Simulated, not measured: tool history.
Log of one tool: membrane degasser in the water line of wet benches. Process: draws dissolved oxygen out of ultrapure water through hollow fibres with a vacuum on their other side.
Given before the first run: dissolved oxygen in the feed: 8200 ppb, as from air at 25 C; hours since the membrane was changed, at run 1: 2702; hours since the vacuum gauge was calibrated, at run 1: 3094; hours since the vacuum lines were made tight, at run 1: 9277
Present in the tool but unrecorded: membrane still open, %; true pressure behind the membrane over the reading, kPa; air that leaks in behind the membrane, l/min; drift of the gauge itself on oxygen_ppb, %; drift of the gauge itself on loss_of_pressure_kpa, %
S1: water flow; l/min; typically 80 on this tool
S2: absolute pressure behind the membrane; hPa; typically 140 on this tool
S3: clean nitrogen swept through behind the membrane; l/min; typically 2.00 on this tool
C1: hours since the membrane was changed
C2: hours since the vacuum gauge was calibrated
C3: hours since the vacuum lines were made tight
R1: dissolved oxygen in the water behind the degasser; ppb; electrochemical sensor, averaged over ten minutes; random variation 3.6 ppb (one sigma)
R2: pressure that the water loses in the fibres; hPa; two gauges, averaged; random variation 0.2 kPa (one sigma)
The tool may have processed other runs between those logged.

run 1 hour=0.0 | S1=80 S2=140 S3=2.00 | C1=2702 C2=3094 C3=9277 | R1=839.8 R2=444.2
run 2 hour=299.6 | S1=80 S2=140 S3=2.00 | C1=3001 C2=3394 C3=9577 | R1=838.4 R2=444.4
-- hour=354.2 seals of the vacuum lines changed
run 3 hour=503.5 | S1=80 S2=191 S3=2.00 | C1=3203 C2=3596 C3=149 | R1=1171.5 R2=449.4
run 4 hour=652.2 | S1=80 S2=191 S3=2.00 | C1=3352 C2=3744 C3=298 | R1=1172.9 R2=449.8
run 5 hour=915.6 | S1=80 S2=191 S3=2.00 | C1=3615 C2=4008 C3=561 | R1=1174.3 R2=446.3
run 6 hour=1116.0 | S1=80 S2=191 S3=2.00 | C1=3815 C2=4208 C3=762 | R1=1176.8 R2=450.4
run 7 hour=1328.9 | S1=85 S2=140 S3=2.00 | C1=4028 C2=4421 C3=975 | R1=888.7 R2=477.1
run 8 hour=1465.8 | S1=85 S2=140 S3=2.00 | C1=4165 C2=4558 C3=1112 | R1=888.0 R2=477.8
run 9 hour=1658.5 | S1=80 S2=140 S3=2.68 | C1=4358 C2=4751 C3=1304 | R1=684.4 R2=451.6
run 10 hour=1803.3 | S1=80 S2=140 S3=2.68 | C1=4503 C2=4896 C3=1449 | R1=689.1 R2=456.3
run 11 hour=2036.5 | S1=80 S2=140 S3=2.68 | C1=4736 C2=5129 C3=1682 | R1=684.5 R2=451.0
-- hour=2063.7 vacuum gauge calibrated
run 12 hour=2179.0 | S1=80 S2=140 S3=2.00 | C1=4878 C2=115 C3=1824 | R1=832.0 R2=451.4
run 13 hour=2395.8 | S1=80 S2=140 S3=2.00 | C1=5095 C2=332 C3=2041 | R1=835.0 R2=449.7
run 14 hour=2667.7 | S1=80 S2=140 S3=3.06 | C1=5367 C2=604 C3=2313 | R1=614.6 R2=452.5
run 15 hour=2824.3 | S1=80 S2=140 S3=2.00 | C1=5523 C2=761 C3=2470 | R1=837.6 R2=456.6
run 16 hour=2956.9 | S1=80 S2=140 S3=2.00 | C1=5656 C2=893 C3=2602 | R1=843.4 R2=456.2
run 17 hour=3175.8 | S1=80 S2=93 S3=0.95 | C1=5875 C2=1112 C3=2821 | R1=834.6 R2=453.1
run 18 hour=3373.9 | S1=80 S2=93 S3=0.95 | C1=6073 C2=1310 C3=3019 | R1=832.7 R2=453.7
run 19 hour=3634.2 | S1=96 S2=195 S3=1.49 | C1=6333 C2=1570 C3=3279 | R1=1660.3 R2=547.5
run 20 hour=3940.5 | S1=49 S2=220 S3=2.69 | C1=6640 C2=1877 C3=3586 | R1=719.6 R2=277.7
run 21 hour=4100.2 | S1=49 S2=220 S3=2.69 | C1=6799 C2=2036 C3=3745 | R1=716.7 R2=279.2
run 22 hour=4421.9 | S1=80 S2=214 S3=2.00 | C1=7121 C2=2358 C3=4067 | R1=1315.6 R2=455.5
run 23 hour=4624.8 | S1=50 S2=214 S3=1.86 | C1=7324 C2=2561 C3=4270 | R1=962.3 R2=288.0
run 24 hour=4758.2 | S1=80 S2=140 S3=5.61 | C1=7457 C2=2694 C3=4403 | R1=389.2 R2=456.3

What will run 25 give?
run 25 hour=4975.7 | S1=80 S2=184 S3=2.00 | C1=7675 C2=2912 C3=4621 | R1=? R2=?

R1: 1127.2 ppb
R2: 456.9 hPa
Minus the tool's unlogged condition, the same run would have read R1 1113.6 ppb, R2 440.4 hPa.
